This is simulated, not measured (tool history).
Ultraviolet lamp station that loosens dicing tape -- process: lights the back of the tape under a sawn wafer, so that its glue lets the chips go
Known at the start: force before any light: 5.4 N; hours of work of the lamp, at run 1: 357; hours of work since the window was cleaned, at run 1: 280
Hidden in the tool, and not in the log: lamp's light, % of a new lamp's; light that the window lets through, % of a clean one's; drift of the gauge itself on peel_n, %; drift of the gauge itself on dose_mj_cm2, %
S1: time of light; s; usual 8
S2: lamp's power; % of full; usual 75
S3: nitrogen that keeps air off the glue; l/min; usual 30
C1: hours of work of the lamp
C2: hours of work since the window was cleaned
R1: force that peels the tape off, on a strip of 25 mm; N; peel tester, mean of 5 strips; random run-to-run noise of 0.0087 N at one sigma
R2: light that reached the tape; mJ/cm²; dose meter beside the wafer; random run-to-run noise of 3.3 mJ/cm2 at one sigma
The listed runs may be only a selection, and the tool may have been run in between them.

{"run": 1, "hour": 0.0, "S1": 8, "S2": 75, "S3": 30, "C1": 357, "C2": 280, "R1": 0.345, "R2": 525}
{"run": 2, "hour": 21.6, "S1": 8, "S2": 75, "S3": 30, "C1": 366, "C2": 290, "R1": 0.357, "R2": 527}
{"run": 3, "hour": 41.9, "S1": 8, "S2": 75, "S3": 30, "C1": 375, "C2": 299, "R1": 0.361, "R2": 528}
{"run": 4, "hour": 59.0, "S1": 8, "S2": 75, "S3": 30, "C1": 383, "C2": 306, "R1": 0.366, "R2": 522}
{"run": 5, "hour": 85.4, "S1": 8, "S2": 72, "S3": 30, "C1": 395, "C2": 318, "R1": 0.365, "R2": 504}
{"run": 6, "hour": 97.2, "S1": 8, "S2": 72, "S3": 30, "C1": 400, "C2": 323, "R1": 0.384, "R2": 503}
{"run": 7, "hour": 115.5, "S1": 8, "S2": 72, "S3": 30, "C1": 408, "C2": 332, "R1": 0.385, "R2": 503}
{"run": 8, "hour": 127.3, "S1": 8, "S2": 72, "S3": 30, "C1": 413, "C2": 337, "R1": 0.38, "R2": 508}
{"run": 9, "hour": 150.8, "S1": 8, "S2": 72, "S3": 30, "C1": 424, "C2": 347, "R1": 0.388, "R2": 503}
{"run": 10, "hour": 169.2, "S1": 8, "S2": 72, "S3": 30, "C1": 432, "C2": 355, "R1": 0.386, "R2": 501}
{"run": 11, "hour": 189.7, "S1": 8, "S2": 75, "S3": 30, "C1": 441, "C2": 364, "R1": 0.367, "R2": 525}
{"run": 12, "hour": 200.9, "S1": 8, "S2": 75, "S3": 30, "C1": 446, "C2": 369, "R1": 0.352, "R2": 528}
{"run": 13, "hour": 228.8, "S1": 8, "S2": 75, "S3": 30, "C1": 458, "C2": 382, "R1": 0.359, "R2": 528}
{"run": 14, "hour": 250.6, "S1": 8, "S2": 75, "S3": 24, "C1": 468, "C2": 391, "R1": 0.407, "R2": 530}
{"run": 15, "hour": 263.5, "S1": 8, "S2": 75, "S3": 24, "C1": 474, "C2": 397, "R1": 0.401, "R2": 527}
{"run": 16, "hour": 286.4, "S1": 8, "S2": 75, "S3": 24, "C1": 484, "C2": 407, "R1": 0.4, "R2": 527}
{"run": 17, "hour": 305.9, "S1": 8, "S2": 75, "S3": 30, "C1": 493, "C2": 416, "R1": 0.358, "R2": 527}
{"run": 18, "hour": 319.0, "S1": 8, "S2": 75, "S3": 30, "C1": 498, "C2": 422, "R1": 0.372, "R2": 533}
{"run": 19, "hour": 335.7, "S1": 8, "S2": 75, "S3": 30, "C1": 506, "C2": 429, "R1": 0.363, "R2": 530}
{"run": 20, "hour": 354.3, "S1": 8, "S2": 75, "S3": 14, "C1": 514, "C2": 437, "R1": 0.528, "R2": 527}
{"run": 21, "hour": 377.6, "S1": 8, "S2": 75, "S3": 30, "C1": 524, "C2": 448, "R1": 0.349, "R2": 526}
{"run": 22, "hour": 393.1, "S1": 8, "S2": 75, "S3": 14, "C1": 531, "C2": 455, "R1": 0.565, "R2": 529}
{"run": 23, "hour": 418.7, "S1": 10, "S2": 75, "S3": 14, "C1": 543, "C2": 466, "R1": 0.402, "R2": 658}
{"run": 24, "hour": 445.0, "S1": 10, "S2": 75, "S3": 15, "C1": 554, "C2": 478, "R1": 0.371, "R2": 659}
{"run": 25, "hour": 461.0, "S1": 14, "S2": 84, "S3": 22, "C1": 561, "C2": 485, "R1": 0.215, "R2": 1033}
{"run": 26, "hour": 481.2, "S1": 14, "S2": 84, "S3": 22, "C1": 570, "C2": 494, "R1": 0.233, "R2": 1039}
{"run": 27, "hour": 497.6, "S1": 14, "S2": 84, "S3": 22, "C1": 578, "C2": 501, "R1": 0.226, "R2": 1027}
{"run": 28, "hour": 524.3, "S1": 14, "S2": 68, "S3": 12, "C1": 590, "C2": 513, "R1": 0.296, "R2": 835}
{"run": 29, "hour": 547.1, "S1": 14, "S2": 68, "S3": 12, "C1": 600, "C2": 523, "R1": 0.312, "R2": 846}
{"run": 30, "hour": 574.3, "S1": 4, "S2": 83, "S3": 24, "C1": 612, "C2": 535, "R1": 1.03, "R2": 293}
{"run": 31, "hour": 591.8, "S1": 5, "S2": 66, "S3": 50, "C1": 619, "C2": 543, "R1": 0.727, "R2": 292}
{"run": 32, "hour": 608.4, "S1": 11, "S2": 85, "S3": 17, "C1": 627, "C2": 550, "R1": 0.269, "R2": 825}
{"run": 33, "hour": 621.0, "S1": 11, "S2": 85, "S3": 17, "C1": 632, "C2": 556, "R1": 0.273, "R2": 824}
{"run": 34, "hour": 648.1, "S1": 4, "S2": 92, "S3": 10, "C1": 645, "C2": 568, "R1": 1.342, "R2": 326}
{"run": 35, "hour": 663.7, "S1": 8, "S2": 60, "S3": 30, "C1": 651, "C2": 575, "R1": 0.502, "R2": 419}
{"run": 36, "hour": 686.0, "S1": 8, "S2": 64, "S3": 22, "C1": 661, "C2": 585, "R1": 0.539, "R2": 448}
{"run": 37, "hour": 708.0, "S1": 8, "S2": 64, "S3": 22, "C1": 671, "C2": 594, "R1": 0.541, "R2": 448}
{"run": 38, "hour": 723.1, "S1": 8, "S2": 84, "S3": 18, "C1": 678, "C2": 601, "R1": 0.398, "R2": 588}
{"run": 39, "hour": 748.1, "S1": 5, "S2": 77, "S3": 17, "C1": 689, "C2": 612, "R1": 0.971, "R2": 335}
{"run": 40, "hour": 773.6, "S1": 14, "S2": 90, "S3": 17, "C1": 700, "C2": 624, "R1": 0.233, "R2": 1103}
{"hour": 782.1, "done": "window cleaned of glue's vapour"}
{"run": 41, "hour": 792.2, "S1": 14, "S2": 90, "S3": 17, "C1": 708, "C2": 5, "R1": 0.234, "R2": 1105}
{"run": 42, "hour": 804.2, "S1": 8, "S2": 90, "S3": 17, "C1": 714, "C2": 10, "R1": 0.352, "R2": 636}
{"run": 43, "hour": 828.6, "S1": 7, "S2": 90, "S3": 17, "C1": 724, "C2": 21, "R1": 0.473, "R2": 551}

Below are 4 alternative next runs, each starting from the tool's condition after run 43. Predict each:
{"run": "A", "hour": 850.7, "S1": 7, "S2": 90, "S3": 17, "C1": 734, "C2": 30, "R1": "?", "R2": "?"}
{"run": "B", "hour": 850.7, "S1": 4, "S2": 90, "S3": 17, "C1": 734, "C2": 30, "R1": "?", "R2": "?"}
{"run": "C", "hour": 850.7, "S1": 5, "S2": 63, "S3": 56, "C1": 734, "C2": 30, "R1": "?", "R2": "?"}
{"run": "D", "hour": 850.7, "S1": 9, "S2": 91, "S3": 49, "C1": 734, "C2": 30, "R1": "?", "R2": "?"}

run=A R1=0.453 R2=555
run=B R1=1.112 R2=316
run=C R1=0.76 R2=275
run=D R1=0.233 R2=722
With no hidden state in the tool, these same runs would have given:
run=A R1=0.451 R2=556
run=B R1=1.109 R2=316
run=C R1=0.758 R2=275
run=D R1=0.232 R2=724
